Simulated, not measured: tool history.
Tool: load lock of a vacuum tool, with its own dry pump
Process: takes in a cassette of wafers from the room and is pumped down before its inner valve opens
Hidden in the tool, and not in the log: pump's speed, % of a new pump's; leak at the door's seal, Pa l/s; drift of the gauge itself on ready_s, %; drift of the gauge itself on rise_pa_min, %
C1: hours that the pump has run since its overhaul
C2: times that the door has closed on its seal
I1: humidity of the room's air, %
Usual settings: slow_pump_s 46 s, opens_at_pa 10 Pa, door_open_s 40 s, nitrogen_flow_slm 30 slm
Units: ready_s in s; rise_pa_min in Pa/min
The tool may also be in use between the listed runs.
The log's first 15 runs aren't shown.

{"run": 16, "hour": 1691.0, "slow_pump_s": 44, "opens_at_pa": 10, "door_open_s": 40, "nitrogen_flow_slm": 30, "C1": 3671, "C2": 7449, "I1": 43.3, "ready_s": 88.3, "rise_pa_min": 0.043}
{"run": 17, "hour": 1785.7, "slow_pump_s": 46, "opens_at_pa": 10, "door_open_s": 40, "nitrogen_flow_slm": 30, "C1": 3765, "C2": 7573, "I1": 45.7, "ready_s": 89.2, "rise_pa_min": 0.038}
{"run": 18, "hour": 1913.8, "slow_pump_s": 46, "opens_at_pa": 10, "door_open_s": 40, "nitrogen_flow_slm": 30, "C1": 3893, "C2": 7741, "I1": 42.4, "ready_s": 88.9, "rise_pa_min": 0.039}
{"run": 19, "hour": 1977.3, "slow_pump_s": 46, "opens_at_pa": 10, "door_open_s": 40, "nitrogen_flow_slm": 30, "C1": 3957, "C2": 7824, "I1": 42.0, "ready_s": 90.3, "rise_pa_min": 0.043}
{"run": 20, "hour": 2097.0, "slow_pump_s": 39, "opens_at_pa": 10, "door_open_s": 40, "nitrogen_flow_slm": 30, "C1": 4077, "C2": 7981, "I1": 48.5, "ready_s": 85.1, "rise_pa_min": 0.04}
{"run": 21, "hour": 2181.2, "slow_pump_s": 39, "opens_at_pa": 10, "door_open_s": 40, "nitrogen_flow_slm": 30, "C1": 4161, "C2": 8092, "I1": 42.4, "ready_s": 85.9, "rise_pa_min": 0.045}
{"run": 22, "hour": 2278.6, "slow_pump_s": 39, "opens_at_pa": 10, "door_open_s": 39, "nitrogen_flow_slm": 34, "C1": 4258, "C2": 8219, "I1": 42.0, "ready_s": 86.1, "rise_pa_min": 0.043}
{"run": 23, "hour": 2390.4, "slow_pump_s": 47, "opens_at_pa": 16, "door_open_s": 40, "nitrogen_flow_slm": 30, "C1": 4370, "C2": 8366, "I1": 48.8, "ready_s": 87.4, "rise_pa_min": 0.042}
{"run": 24, "hour": 2521.2, "slow_pump_s": 46, "opens_at_pa": 19, "door_open_s": 128, "nitrogen_flow_slm": 30, "C1": 4501, "C2": 8537, "I1": 45.3, "ready_s": 85.6, "rise_pa_min": 0.056}
{"run": 25, "hour": 2651.7, "slow_pump_s": 46, "opens_at_pa": 10, "door_open_s": 35, "nitrogen_flow_slm": 14, "C1": 4631, "C2": 8708, "I1": 44.4, "ready_s": 90.8, "rise_pa_min": 0.053}
{"run": 26, "hour": 2778.7, "slow_pump_s": 25, "opens_at_pa": 13, "door_open_s": 70, "nitrogen_flow_slm": 43, "C1": 4758, "C2": 8875, "I1": 44.6, "ready_s": 74.6, "rise_pa_min": 0.047}
{"run": 27, "hour": 2874.3, "slow_pump_s": 52, "opens_at_pa": 10, "door_open_s": 40, "nitrogen_flow_slm": 30, "C1": 4854, "C2": 9000, "I1": 41.2, "ready_s": 94.4, "rise_pa_min": 0.045}
{"run": 28, "hour": 3004.8, "slow_pump_s": 54, "opens_at_pa": 10, "door_open_s": 40, "nitrogen_flow_slm": 31, "C1": 4984, "C2": 9172, "I1": 46.0, "ready_s": 96.6, "rise_pa_min": 0.046}
{"run": 29, "hour": 3128.7, "slow_pump_s": 38, "opens_at_pa": 13, "door_open_s": 184, "nitrogen_flow_slm": 41, "C1": 5108, "C2": 9334, "I1": 48.2, "ready_s": 83.5, "rise_pa_min": 0.058}
{"run": 30, "hour": 3212.3, "slow_pump_s": 38, "opens_at_pa": 13, "door_open_s": 184, "nitrogen_flow_slm": 41, "C1": 5192, "C2": 9444, "I1": 46.2, "ready_s": 82.7, "rise_pa_min": 0.061}
{"run": 31, "hour": 3332.1, "slow_pump_s": 82, "opens_at_pa": 10, "door_open_s": 40, "nitrogen_flow_slm": 39, "C1": 5312, "C2": 9601, "I1": 45.0, "ready_s": 117.2, "rise_pa_min": 0.047}
{"run": 32, "hour": 3475.1, "slow_pump_s": 28, "opens_at_pa": 17, "door_open_s": 37, "nitrogen_flow_slm": 12, "C1": 5455, "C2": 9788, "I1": 44.7, "ready_s": 75.1, "rise_pa_min": 0.058}
{"run": 33, "hour": 3545.4, "slow_pump_s": 60, "opens_at_pa": 9, "door_open_s": 40, "nitrogen_flow_slm": 9, "C1": 5525, "C2": 9880, "I1": 43.7, "ready_s": 101.6, "rise_pa_min": 0.069}
{"run": 34, "hour": 3611.9, "slow_pump_s": 46, "opens_at_pa": 10, "door_open_s": 112, "nitrogen_flow_slm": 38, "C1": 5591, "C2": 9968, "I1": 40.0, "ready_s": 91.4, "rise_pa_min": 0.053}
{"run": 35, "hour": 3706.2, "slow_pump_s": 29, "opens_at_pa": 13, "door_open_s": 85, "nitrogen_flow_slm": 38, "C1": 5686, "C2": 10091, "I1": 42.3, "ready_s": 78.2, "rise_pa_min": 0.054}
{"run": 36, "hour": 3802.0, "slow_pump_s": 29, "opens_at_pa": 13, "door_open_s": 85, "nitrogen_flow_slm": 38, "C1": 5782, "C2": 10217, "I1": 46.0, "ready_s": 78.9, "rise_pa_min": 0.049}
{"run": 37, "hour": 3863.0, "slow_pump_s": 29, "opens_at_pa": 12, "door_open_s": 85, "nitrogen_flow_slm": 38, "C1": 5842, "C2": 10297, "I1": 43.4, "ready_s": 78.6, "rise_pa_min": 0.049}

4 ways to go on from here, each from the tool as it stands after run 37. What would each give?
{"run": "A", "hour": 3936.3, "slow_pump_s": 46, "opens_at_pa": 9, "door_open_s": 148, "nitrogen_flow_slm": 30, "C1": 5916, "C2": 10393, "I1": 43.1, "ready_s": "?", "rise_pa_min": "?"}
{"run": "B", "hour": 3936.3, "slow_pump_s": 29, "opens_at_pa": 12, "door_open_s": 204, "nitrogen_flow_slm": 6, "C1": 5916, "C2": 10393, "I1": 48.8, "ready_s": "?", "rise_pa_min": "?"}
{"run": "C", "hour": 3936.3, "slow_pump_s": 54, "opens_at_pa": 12, "door_open_s": 55, "nitrogen_flow_slm": 5, "C1": 5916, "C2": 10393, "I1": 44.9, "ready_s": "?", "rise_pa_min": "?"}
{"run": "D", "hour": 3936.3, "slow_pump_s": 72, "opens_at_pa": 10, "door_open_s": 105, "nitrogen_flow_slm": 30, "C1": 5916, "C2": 10393, "I1": 45.9, "ready_s": "?", "rise_pa_min": "?"}

run=A ready_s=92.3 rise_pa_min=0.060
run=B ready_s=78.8 rise_pa_min=0.101
run=C ready_s=95.9 rise_pa_min=0.073
run=D ready_s=109.7 rise_pa_min=0.061
Without the tool's hidden state the same runs would have given:
run=A ready_s=86.9 rise_pa_min=0.034
run=B ready_s=73.1 rise_pa_min=0.074
run=C ready_s=91.1 rise_pa_min=0.046
run=D ready_s=105.5 rise_pa_min=0.035
